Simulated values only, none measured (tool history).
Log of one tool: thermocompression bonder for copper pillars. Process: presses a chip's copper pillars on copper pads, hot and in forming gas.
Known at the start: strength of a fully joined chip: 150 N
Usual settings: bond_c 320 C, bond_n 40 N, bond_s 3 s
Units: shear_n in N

| run | hour | bond_c | bond_n | bond_s | shear_n |
|---|---|---|---|---|---|
| 1 | 0.0 | 320 | 40 | 3 | 103.4 |
| 2 | 30.3 | 320 | 40 | 3 | 102.6 |
| 3 | 58.1 | 320 | 40 | 3 | 102.1 |
| 4 | 79.7 | 320 | 40 | 3 | 101.1 |
| 5 | 107.5 | 320 | 40 | 3 | 99.2 |
| 6 | 130.2 | 320 | 43 | 3 | 104.8 |
|  | 160.3 | forming gas filter changed |
| 7 | 171.7 | 321 | 43 | 3 | 113.8 |
| 8 | 196.6 | 321 | 43 | 3 | 115.1 |
| 9 | 219.8 | 321 | 43 | 3 | 113.4 |
| 10 | 255.2 | 319 | 40 | 4 | 114.2 |
| 11 | 288.0 | 340 | 40 | 4 | 126.3 |
| 12 | 317.6 | 340 | 40 | 4 | 123.3 |
| 13 | 359.5 | 313 | 40 | 2 | 89.4 |
| 14 | 398.3 | 313 | 40 | 2 | 89.2 |

4 ways to go on from here, each from the tool as it stands after run 14. What would each give?
| A | 427.5 | 350 | 32 | 2 | ? |
| B | 427.5 | 310 | 32 | 2 | ? |
| C | 427.5 | 333 | 34 | 3 | ? |
| D | 427.5 | 348 | 40 | 2 | ? |

| run | shear_n |
|---|---|
| A | 96.1 |
| B | 73.0 |
| C | 103.1 |
| D | 111.5 |
Without the tool's hidden state the same runs would have given:
| run | shear_n |
|---|---|
| A | 101.2 |
| B | 76.2 |
| C | 108.4 |
| D | 117.7 |

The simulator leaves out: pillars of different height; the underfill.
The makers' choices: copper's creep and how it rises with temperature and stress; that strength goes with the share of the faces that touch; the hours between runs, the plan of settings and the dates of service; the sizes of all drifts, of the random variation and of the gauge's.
